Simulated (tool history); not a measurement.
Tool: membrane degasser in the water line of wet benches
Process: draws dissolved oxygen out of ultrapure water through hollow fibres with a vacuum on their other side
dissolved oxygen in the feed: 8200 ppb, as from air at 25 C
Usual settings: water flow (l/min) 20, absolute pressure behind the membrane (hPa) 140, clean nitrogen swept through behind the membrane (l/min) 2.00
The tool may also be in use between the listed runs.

run   hour  water flow (l/min)  absolute pressure behind the membrane (hPa)  clean nitrogen swept through behind the membrane (l/min)  dissolved oxygen in the water behind the degasser (ppb)  pressure that the water loses in the fibres (hPa)
  1    0.0                  20                                          140                                                      2.00                                                    255.6                                              670.2
  2   41.6                  20                                          140                                                      2.00                                                    255.6                                              681.2
  3   69.9                  20                                          140                                                      2.00                                                    256.9                                              675.2
  4   89.6                  22                                          140                                                      2.00                                                    281.1                                              743.5
  5  107.9                  22                                          140                                                      2.00                                                    280.0                                              741.4
  6  151.7                  22                                          140                                                      2.00                                                    281.4                                              747.7
  7  169.9                  22                                          140                                                      2.00                                                    280.1                                              749.7
  8  213.7                  20                                          140                                                      2.00                                                    259.4                                              677.7
  9  235.4                  20                                          140                                                      2.00                                                    257.4                                              679.7
 10  263.8                  13                                          140                                                      2.00                                                    172.3                                              438.8
 11  302.5                  20                                          140                                                      1.12                                                    429.2                                              680.5
 12  346.3                  20                                          140                                                      3.23                                                    165.7                                              672.9
 13  388.0                  20                                          140                                                      3.23                                                    166.8                                              679.4
 14  408.3                  20                                          140                                                      3.23                                                    167.6                                              675.9
 15  426.4                  24                                          140                                                      2.00                                                    307.0                                              813.8
     441.8  -- vacuum gauge calibrated
 16  468.6                  20                                          140                                                      1.95                                                    262.7                                              683.3
 17  505.3                  20                                          140                                                      1.95                                                    261.4                                              677.8
 18  548.5                  24                                          329                                                      1.42                                                   1024.1                                              813.5
 19  568.1                  14                                          295                                                      2.00                                                    427.0                                              472.9
 20  598.6                  21                                          140                                                      1.79                                                    293.8                                              708.1
 21  641.9                  20                                           93                                                      5.17                                                     63.2                                              677.3
 22  668.3                  20                                          162                                                      1.73                                                    347.0                                              684.5
 23  688.1                  14                                          313                                                      1.73                                                    519.0                                              478.9
 24  732.0                  13                                          159                                                      2.38                                                    171.0                                              442.7
 25  769.2                  13                                          159                                                      2.38                                                    169.7                                              439.8
 26  812.0                  29                                          159                                                      2.38                                                    360.2                                              987.9
 27  839.1                  18                                          104                                                      1.84                                                    169.8                                              615.8
 28  880.8                  15                                          181                                                      0.85                                                    566.5                                              510.7
 29  911.0                  15                                          181                                                      0.85                                                    566.7                                              515.6
 30  931.1                  22                                          182                                                      4.45                                                    185.8                                              749.5
 31  952.2                  22                                          182                                                      4.45                                                    186.0                                              751.8
 32  974.3                  19                                          292                                                      1.57                                                    693.6                                              648.5

Forecast each of these 3 alternatives for the next run:
  A  1012.3                  19                                          179                                                      1.00                                                        ?                                                  ?
  B  1012.3                  19                                          264                                                      1.57                                                        ?                                                  ?
  C  1012.3                  29                                          245                                                      5.54                                                        ?                                                  ?

run  dissolved oxygen in the water behind the degasser (ppb)  pressure that the water loses in the fibres (hPa)
  A                                                    600.3                                              653.6
  B                                                    623.0                                              643.2
  C                                                    276.6                                              986.5
Without the tool's hidden state the same runs would have given:
run  dissolved oxygen in the water behind the degasser (ppb)  pressure that the water loses in the fibres (hPa)
  A                                                    592.9                                              638.9
  B                                                    614.3                                              628.7
  C                                                    272.1                                              964.2
